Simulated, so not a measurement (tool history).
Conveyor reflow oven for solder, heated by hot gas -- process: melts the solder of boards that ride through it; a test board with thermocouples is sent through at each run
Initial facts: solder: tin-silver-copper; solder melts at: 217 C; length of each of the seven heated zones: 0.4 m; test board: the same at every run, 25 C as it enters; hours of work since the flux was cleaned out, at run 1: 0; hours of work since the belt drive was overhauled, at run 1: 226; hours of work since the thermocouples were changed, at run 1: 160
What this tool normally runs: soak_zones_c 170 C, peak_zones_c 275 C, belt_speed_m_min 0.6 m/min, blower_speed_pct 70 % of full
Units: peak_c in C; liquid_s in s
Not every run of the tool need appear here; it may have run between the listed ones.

run,hour,soak_zones_c,peak_zones_c,belt_speed_m_min,blower_speed_pct,hours of work since the flux was cleaned out,hours of work since the belt drive was overhauled,hours of work since the thermocouples were changed,peak_c,liquid_s
1,0,170,275,0.6,70,0,226,160,260.4,65.1
2,37.2,170,275,0.6,70,25,251,185,260.4,65.6
3,90.4,170,275,0.6,70,61,287,221,260.3,65.1
4,144.2,170,275,0.6,70,98,324,257,260.3,65.5
5,185.1,170,275,0.6,70,126,351,285,260.5,64.9
6,242.2,170,275,0.6,70,164,390,324,259.7,65.3
7,266.3,170,275,0.6,70,181,406,340,260,65
8,311.8,170,284,0.6,70,211,437,371,268.2,69.3
9,347.9,170,284,0.6,70,236,462,396,268.2,69.6
10,404,170,284,0.6,70,274,500,434,268,69.4
11,461.6,170,284,0.6,70,313,539,473,266.9,69.5
12,503.4,170,284,0.6,70,341,567,501,267.2,69.3
13,532.2,170,264,0.6,70,361,587,521,249.2,57.7
# hour 570.3: flux residue cleaned out of gas plates and filters
14,584.2,170,264,0.6,70,9,619,552,249.5,59
15,642.4,170,275,0.6,64,49,658,592,258.6,64.5
16,670.8,171,263,0.697,70,68,677,611,244.3,45.2
17,712.5,171,263,0.697,70,96,706,639,244.1,45.3
18,740.2,161,266,0.6,86,115,724,658,252.7,59.1
19,781.5,170,290,0.575,62,143,752,686,272.9,75.8
20,807.9,170,286,0.684,62,161,770,704,262.2,58.2
21,834.4,170,286,0.684,62,179,788,722,261.9,58
22,888.6,170,286,0.69,54,216,825,759,259.1,55.4
23,930.3,170,283,0.6,61,244,853,787,264.6,67.8
24,959.1,170,283,0.6,61,264,873,807,263.9,68.1
25,993.7,170,283,0.6,61,287,896,830,264.1,68
26,1026.6,162,275,0.6,73,309,919,852,257.3,62.6
27,1058.7,162,275,0.6,73,331,940,874,258.2,62.2
28,1105.2,162,275,0.6,73,363,972,906,257.8,62
# hour 1142: flux residue cleaned out of gas plates and filters
29,1145.9,162,275,0.498,73,3,996,930,264,81
30,1178.3,178,275,0.6,52,25,1018,952,256.2,66

Entry by entry between the runs, the difference in hidden state between the last listed run before and the first listed run after:
From run 13 to run 14: flux residue cleaned out of gas plates and filters (hour 570.3)
  heat that the gas passes to the board, % of a clean oven's: 94.5 -> 99.6; belt's true speed, % of the reading: 98.33 -> 98.24; true gas temperature in zones 6 and 7 over the reading, C: -1.43 -> -1.53
  the result without the hidden state subtracted from the measured one, peak_c: -1.9 -> -1 C; liquid_s: -0.7 -> +0.5 s
From run 28 to run 29: flux residue cleaned out of gas plates and filters (hour 1142)
  heat that the gas passes to the board, % of a clean oven's: 94.5 -> 99.9; belt's true speed, % of the reading: 97.26 -> 97.19; true gas temperature in zones 6 and 7 over the reading, C: -2.62 -> -2.7
  the result without the hidden state subtracted from the measured one, peak_c: -2.8 -> -1.9 C; liquid_s: -0.1 -> +1.4 s
